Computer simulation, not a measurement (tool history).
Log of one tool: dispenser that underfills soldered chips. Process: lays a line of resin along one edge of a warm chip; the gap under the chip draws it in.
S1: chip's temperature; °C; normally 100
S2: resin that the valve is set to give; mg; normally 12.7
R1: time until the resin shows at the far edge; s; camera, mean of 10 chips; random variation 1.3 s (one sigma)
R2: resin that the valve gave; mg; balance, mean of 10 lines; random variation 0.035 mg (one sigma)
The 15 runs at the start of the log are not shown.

run 16 hour=73.5 | S1=95 S2=12.7 | R1=191.2 R2=12.53
-- hour=76.4 new syringe of resin
run 17 hour=79.1 | S1=95 S2=12.7 | R1=162 R2=12.51
-- hour=85.5 new syringe of resin
run 18 hour=85.9 | S1=103 S2=13.5 | R1=120 R2=13.32
run 19 hour=90.1 | S1=90 S2=12.3 | R1=201.3 R2=12.15
run 20 hour=93.8 | S1=101 S2=11.7 | R1=179.4 R2=11.44
-- hour=94.7 new syringe of resin
run 21 hour=98.3 | S1=109 S2=11.4 | R1=124.3 R2=11.2
run 22 hour=102.2 | S1=94 S2=13.9 | R1=204.7 R2=13.65
-- hour=104.2 new syringe of resin
run 23 hour=105.7 | S1=94 S2=13.9 | R1=158.5 R2=13.61
run 24 hour=110.3 | S1=94 S2=13.9 | R1=192.4 R2=13.62
-- hour=113.7 new syringe of resin
run 25 hour=116.3 | S1=102 S2=12.3 | R1=135.9 R2=12.04
-- hour=123 new syringe of resin
run 26 hour=123.5 | S1=102 S2=12.3 | R1=125.3 R2=12.08
run 27 hour=128.6 | S1=105 S2=15 | R1=141.9 R2=14.67
-- hour=132.3 new syringe of resin
run 28 hour=135.3 | S1=105 S2=15 | R1=126.6 R2=14.61
run 29 hour=138.1 | S1=105 S2=14.8 | R1=143.8 R2=14.39
-- hour=141.7 new syringe of resin
run 30 hour=142.4 | S1=106 S2=14.9 | R1=113.5 R2=14.54
run 31 hour=148.9 | S1=87 S2=13.1 | R1=242 R2=12.76
-- hour=151 new syringe of resin
run 32 hour=155.9 | S1=87 S2=13.1 | R1=222.1 R2=12.65
-- hour=160.5 new syringe of resin
run 33 hour=163.1 | S1=85 S2=15.6 | R1=206.5 R2=15.12
run 34 hour=167.6 | S1=105 S2=15.8 | R1=150.2 R2=15.25

Below are 5 alternative next runs, each starting from the tool's condition after run 34. Predict each:
-- hour=169.9 new syringe of resin
run A hour=172.7 | S1=100 S2=14.3 | R1=? R2=?
-- hour=169.9 new syringe of resin
run B hour=172.7 | S1=111 S2=14.6 | R1=? R2=?
-- hour=169.9 new syringe of resin
run C hour=172.7 | S1=112 S2=12.7 | R1=? R2=?
-- hour=169.9 new syringe of resin
run D hour=172.7 | S1=87 S2=13.1 | R1=? R2=?
-- hour=169.9 new syringe of resin
run E hour=172.7 | S1=107 S2=12.7 | R1=? R2=?

run=A R1=144.3 R2=13.83
run=B R1=110 R2=14.15
run=C R1=107.7 R2=12.29
run=D R1=206.5 R2=12.72
run=E R1=121.7 R2=12.27
The same runs, with their run-to-run variation unchanged, on a tool lacking any hidden condition would have given:
run=A R1=124.8 R2=14.29
run=B R1=95.3 R2=14.63
run=C R1=93 R2=12.7
run=D R1=178.2 R2=13.14
run=E R1=105 R2=12.68
